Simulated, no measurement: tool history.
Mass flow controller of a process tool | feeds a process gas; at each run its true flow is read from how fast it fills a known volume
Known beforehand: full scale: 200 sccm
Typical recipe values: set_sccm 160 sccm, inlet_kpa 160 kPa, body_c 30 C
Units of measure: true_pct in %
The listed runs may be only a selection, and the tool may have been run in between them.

run     hour  set_sccm  inlet_kpa  body_c  true_pct
  1        0       160        160      30     98.46
  2      222       160        160      31      98.3
  3    601.6       160        160      31     98.24
  4    793.4       160        160      31     98.21
  5   1030.8       160        160      31     98.25
  6   1379.4       160        160      31      98.2
  7   1642.4       160        160      31     98.08
  8   1986.2        29        160      31     95.04
  9   2380.2       160        242      30     97.67
 10   2641.3       160        242      30     97.77
 11   2824.5       160        242      30     97.58
 12   3029.8       160        141      30     97.84
 13   3231.9       160        141      30     97.76
 14   3397.7       160        141      30     97.58
 15   3757.4       160        141      20     97.16
 16   4063.4       160        141      20     97.04
 17   4467.5       160        155      30      97.3
 18   4761.8       160        236      30     97.06
 19   5014.7       160        236      30     97.17
 20   5289.6       160        236      30     97.05
 21   5496.1        28        236      30     93.62
      5529.6  -- controller's zero set anew
 22   5741.1       160        160      32     96.97
 23   5997.4       160        160      32     96.97
 24   6233.8        32        160      30     93.05
 25   6623.6       108        155      29     95.58
 26   7003.6        28        253      30     92.15
        7197  -- controller's zero set anew, once more
 27     7202        38        238      34     94.91
 28   7400.5        46        188      38     95.17
 29   7777.8        23        160      25     94.07
 30   8005.9        27        237      25     94.07
 31   8288.8        27        237      25     93.99
 32   8513.9        27        237      25     93.86
 33   8903.5        60        262      28     94.56
 34   9104.9        60        262      28     94.52
 35     9408       163        160      30     96.49
      9566.8  -- controller exchanged for a calibrated one
 36   9753.3        26        218      24     96.54
 37  10131.5        86        218      30      97.8
 38  10503.1        86        218      30     97.66
 39  10727.2       160        160      39     99.47
 40  10916.3        74        190      24     97.12
 41  11216.3        74        239      30     97.27
 42    11462       160        252      39     99.04
 43  11750.4        86        203      34     97.55
 44    11950       103        180      30     97.75
 45  12186.6        86        206      25      97.1

For each run, the measured value with the value that run would have given without the tool's hidden condition subtracted. The run-to-run variation is shared by both, the gauge scatter possibly not:
Hidden state present: flow at rest that the sensor doesn't see, % of full scale; true flow over the shown one, %; drift of the gauge itself on true_pct, %.
run  true_pct
  1      -1.1
  2     -1.16
  3     -1.27
  4     -1.31
  5     -1.37
  6     -1.45
  7     -1.52
  8     -2.32
  9      -1.7
 10     -1.76
 11      -1.8
 12     -1.85
 13     -1.91
 14     -1.94
 15     -2.02
 16      -2.1
 17      -2.2
 18     -2.27
 19     -2.33
 20      -2.4
 21     -3.61
 22     -2.63
 23     -2.69
 24     -4.29
 25     -3.04
 26     -4.83
 27      -2.6
 28     -2.66
 29     -2.82
 30     -2.89
 31     -2.99
 32     -3.07
 33     -3.06
 34     -3.12
 35     -3.11
 36     -0.46
 37     -0.36
 38     -0.46
 39     -0.46
 40      -0.6
 41     -0.68
 42     -0.64
 43      -0.8
 44     -0.82
 45     -0.91
